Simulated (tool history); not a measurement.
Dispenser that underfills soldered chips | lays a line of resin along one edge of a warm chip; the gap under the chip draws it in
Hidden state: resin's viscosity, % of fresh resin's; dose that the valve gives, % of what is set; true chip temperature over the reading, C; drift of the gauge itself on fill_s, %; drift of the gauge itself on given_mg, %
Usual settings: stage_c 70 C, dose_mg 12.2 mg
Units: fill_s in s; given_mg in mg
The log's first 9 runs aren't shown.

| run | hour | stage_c | dose_mg | hours of work since the syringe was changed | hours of work since the valve was cleaned | hours of work since the stage was calibrated | fill_s | given_mg |
|---|---|---|---|---|---|---|---|---|
|  | 63.1 | new syringe of resin |
| 10 | 63.1 | 70 | 12.4 | 0 | 6 | 40 | 53.3 | 12.45 |
| 11 | 72.6 | 70 | 12.4 | 6 | 12 | 46 | 85.3 | 12.32 |
| 12 | 81.1 | 70 | 12.2 | 11 | 17 | 51 | 132.6 | 12.15 |
|  | 82.9 | new syringe of resin |
| 13 | 91.2 | 70 | 12.2 | 5 | 23 | 57 | 79.8 | 12.15 |
| 14 | 97.7 | 70 | 12.2 | 9 | 27 | 61 | 110.4 | 12.12 |
|  | 103.3 | new syringe of resin |
| 15 | 103.8 | 70 | 12.2 | 0 | 31 | 64 | 53.4 | 12.08 |
| 16 | 111.2 | 56 | 12.2 | 5 | 35 | 69 | 151.3 | 11.99 |
| 17 | 120.6 | 56 | 12.2 | 11 | 41 | 74 | 246.6 | 12.07 |
|  | 123.7 | new syringe of resin |
| 18 | 128.8 | 56 | 12.8 | 3 | 46 | 79 | 129.3 | 12.64 |
| 19 | 137.5 | 79 | 12.6 | 8 | 51 | 85 | 70.1 | 12.43 |
|  | 143.8 | new syringe of resin |
| 20 | 147.4 | 78 | 11.9 | 2 | 57 | 90 | 43.4 | 11.67 |
| 21 | 153.3 | 72 | 10.9 | 6 | 60 | 94 | 77.8 | 10.69 |
| 22 | 160.4 | 72 | 10.9 | 10 | 65 | 98 | 111.7 | 10.55 |
|  | 163.8 | new syringe of resin |
| 23 | 165.3 | 80 | 12.9 | 1 | 67 | 101 | 34.5 | 12.50 |
| 24 | 173.3 | 56 | 15.1 | 6 | 72 | 106 | 159.3 | 14.82 |
| 25 | 180.3 | 70 | 11.3 | 10 | 77 | 110 | 118.7 | 11.04 |
|  | 183.5 | new syringe of resin |
| 26 | 186.2 | 58 | 12.2 | 2 | 80 | 114 | 105.2 | 11.78 |
| 27 | 194.4 | 58 | 14.6 | 7 | 85 | 119 | 154.4 | 14.11 |
|  | 203.3 | new syringe of resin |
| 28 | 203.5 | 64 | 12.2 | 0 | 90 | 124 | 67.8 | 11.83 |
| 29 | 208.6 | 64 | 12.2 | 3 | 93 | 127 | 89.9 | 11.78 |
| 30 | 216.3 | 66 | 13.0 | 8 | 98 | 132 | 119.9 | 12.50 |
|  | 223.4 | new syringe of resin |
| 31 | 224.4 | 70 | 14.3 | 1 | 103 | 136 | 53.0 | 13.94 |

The next listed run, before its measurement:
| 32 | 233.0 | 74 | 14.5 | 6 | 108 | 142 | ? | ? |

fill_s: 67.5 s
given_mg: 14.01 mg
Without the tool's hidden state the same run would have given fill_s 42.3 s, given_mg 14.55 mg.
